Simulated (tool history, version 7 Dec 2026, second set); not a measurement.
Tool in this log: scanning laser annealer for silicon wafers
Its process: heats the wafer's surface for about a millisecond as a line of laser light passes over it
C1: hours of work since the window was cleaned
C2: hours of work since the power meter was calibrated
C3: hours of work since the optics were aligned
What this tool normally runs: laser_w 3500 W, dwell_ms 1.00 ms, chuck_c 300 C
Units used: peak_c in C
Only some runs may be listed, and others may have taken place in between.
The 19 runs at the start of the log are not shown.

{"run": 20, "hour": 221.2, "laser_w": 3030, "dwell_ms": 1.0, "chuck_c": 300, "C1": 249, "C2": 428, "C3": 844, "peak_c": 975}
{"run": 21, "hour": 236.1, "laser_w": 3030, "dwell_ms": 1.0, "chuck_c": 300, "C1": 259, "C2": 438, "C3": 854, "peak_c": 972}
{"run": 22, "hour": 243.7, "laser_w": 3289, "dwell_ms": 1.16, "chuck_c": 340, "C1": 265, "C2": 444, "C3": 860, "peak_c": 1132}
{"run": 23, "hour": 258.0, "laser_w": 3500, "dwell_ms": 1.15, "chuck_c": 300, "C1": 275, "C2": 454, "C3": 870, "peak_c": 1140}
{"run": 24, "hour": 265.4, "laser_w": 3356, "dwell_ms": 1.15, "chuck_c": 323, "C1": 280, "C2": 459, "C3": 875, "peak_c": 1131}
{"run": 25, "hour": 272.1, "laser_w": 3356, "dwell_ms": 1.15, "chuck_c": 323, "C1": 285, "C2": 464, "C3": 880, "peak_c": 1127}
{"run": 26, "hour": 278.7, "laser_w": 3356, "dwell_ms": 1.15, "chuck_c": 323, "C1": 290, "C2": 469, "C3": 885, "peak_c": 1127}
{"run": 27, "hour": 293.6, "laser_w": 3500, "dwell_ms": 1.0, "chuck_c": 328, "C1": 300, "C2": 479, "C3": 895, "peak_c": 1105}
{"run": 28, "hour": 304.0, "laser_w": 3500, "dwell_ms": 0.93, "chuck_c": 269, "C1": 308, "C2": 487, "C3": 903, "peak_c": 1018}
{"hour": 314.5, "done": "optics aligned, line set to its width"}
{"run": 29, "hour": 320.7, "laser_w": 3111, "dwell_ms": 1.03, "chuck_c": 269, "C1": 316, "C2": 495, "C3": 4, "peak_c": 988}
{"run": 30, "hour": 332.3, "laser_w": 3142, "dwell_ms": 1.0, "chuck_c": 321, "C1": 324, "C2": 503, "C3": 13, "peak_c": 1031}
{"run": 31, "hour": 340.9, "laser_w": 3142, "dwell_ms": 1.0, "chuck_c": 321, "C1": 330, "C2": 509, "C3": 19, "peak_c": 1031}
{"run": 32, "hour": 351.9, "laser_w": 3149, "dwell_ms": 1.21, "chuck_c": 303, "C1": 338, "C2": 517, "C3": 27, "peak_c": 1089}
{"run": 33, "hour": 359.5, "laser_w": 3500, "dwell_ms": 0.77, "chuck_c": 300, "C1": 344, "C2": 523, "C3": 32, "peak_c": 988}
{"run": 34, "hour": 369.5, "laser_w": 3748, "dwell_ms": 1.06, "chuck_c": 279, "C1": 351, "C2": 530, "C3": 39, "peak_c": 1156}
{"run": 35, "hour": 376.5, "laser_w": 3748, "dwell_ms": 1.06, "chuck_c": 279, "C1": 356, "C2": 535, "C3": 44, "peak_c": 1158}
{"run": 36, "hour": 387.4, "laser_w": 3663, "dwell_ms": 0.8, "chuck_c": 335, "C1": 363, "C2": 542, "C3": 52, "peak_c": 1074}
{"run": 37, "hour": 398.5, "laser_w": 3500, "dwell_ms": 1.0, "chuck_c": 266, "C1": 371, "C2": 550, "C3": 60, "peak_c": 1058}
{"run": 38, "hour": 410.9, "laser_w": 3500, "dwell_ms": 1.0, "chuck_c": 266, "C1": 380, "C2": 559, "C3": 69, "peak_c": 1055}
{"run": 39, "hour": 419.5, "laser_w": 3500, "dwell_ms": 1.1, "chuck_c": 300, "C1": 386, "C2": 565, "C3": 75, "peak_c": 1132}
{"run": 40, "hour": 433.1, "laser_w": 3686, "dwell_ms": 1.09, "chuck_c": 300, "C1": 396, "C2": 575, "C3": 84, "peak_c": 1171}
{"run": 41, "hour": 440.0, "laser_w": 3500, "dwell_ms": 0.85, "chuck_c": 337, "C1": 401, "C2": 580, "C3": 89, "peak_c": 1060}
{"run": 42, "hour": 452.9, "laser_w": 3500, "dwell_ms": 0.88, "chuck_c": 310, "C1": 410, "C2": 589, "C3": 98, "peak_c": 1044}

Below are 3 alternative next runs, each starting from the tool's condition after run 42. Predict each:
{"run": "A", "hour": 462.0, "laser_w": 3500, "dwell_ms": 0.84, "chuck_c": 300, "C1": 417, "C2": 595, "C3": 105, "peak_c": "?"}
{"run": "B", "hour": 462.0, "laser_w": 3221, "dwell_ms": 1.0, "chuck_c": 300, "C1": 417, "C2": 595, "C3": 105, "peak_c": "?"}
{"run": "C", "hour": 462.0, "laser_w": 3154, "dwell_ms": 0.87, "chuck_c": 267, "C1": 417, "C2": 595, "C3": 105, "peak_c": "?"}

run=A peak_c=1018
run=B peak_c=1018
run=C peak_c=925
Had the tool no hidden state, the same runs would have come out as:
run=A peak_c=1047
run=B peak_c=1048
run=C peak_c=951
